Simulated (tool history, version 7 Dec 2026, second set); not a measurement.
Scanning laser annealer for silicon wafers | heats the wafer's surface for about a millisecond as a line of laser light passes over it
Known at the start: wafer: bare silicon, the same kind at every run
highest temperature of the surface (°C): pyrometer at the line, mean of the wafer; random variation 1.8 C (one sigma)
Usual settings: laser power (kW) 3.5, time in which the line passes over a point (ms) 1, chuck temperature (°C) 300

| run | hour | laser power (kW) | time in which the line passes over a point (ms) | chuck temperature (°C) | highest temperature of the surface (°C) |
|---|---|---|---|---|---|
| 1 | 0 | 3.5 | 1 | 300 | 1016 |
| 2 | 30.4 | 3.5 | 1 | 305 | 1020 |
| 3 | 60.9 | 3.5 | 1 | 305 | 1016 |
| 4 | 102.6 | 3.5 | 1 | 305 | 1017 |
| 5 | 120.4 | 3.5 | 1 | 305 | 1019 |
| 6 | 158.2 | 3.366 | 1 | 305 | 986 |
| 7 | 181.6 | 3.366 | 1 | 305 | 988 |
| 8 | 219.1 | 3.01 | 1 | 305 | 913 |
| 9 | 241.6 | 3.034 | 1.03 | 305 | 921 |
| 10 | 268.7 | 3.034 | 1.03 | 305 | 925 |
| 11 | 303.5 | 3.06 | 0.82 | 336 | 898 |

Forecast run 12:
| 12 | 339.1 | 3.197 | 0.97 | 265 | ? |

highest temperature of the surface (°C): 900
Without the tool's hidden state the same run would have given highest temperature of the surface (°C) 927.
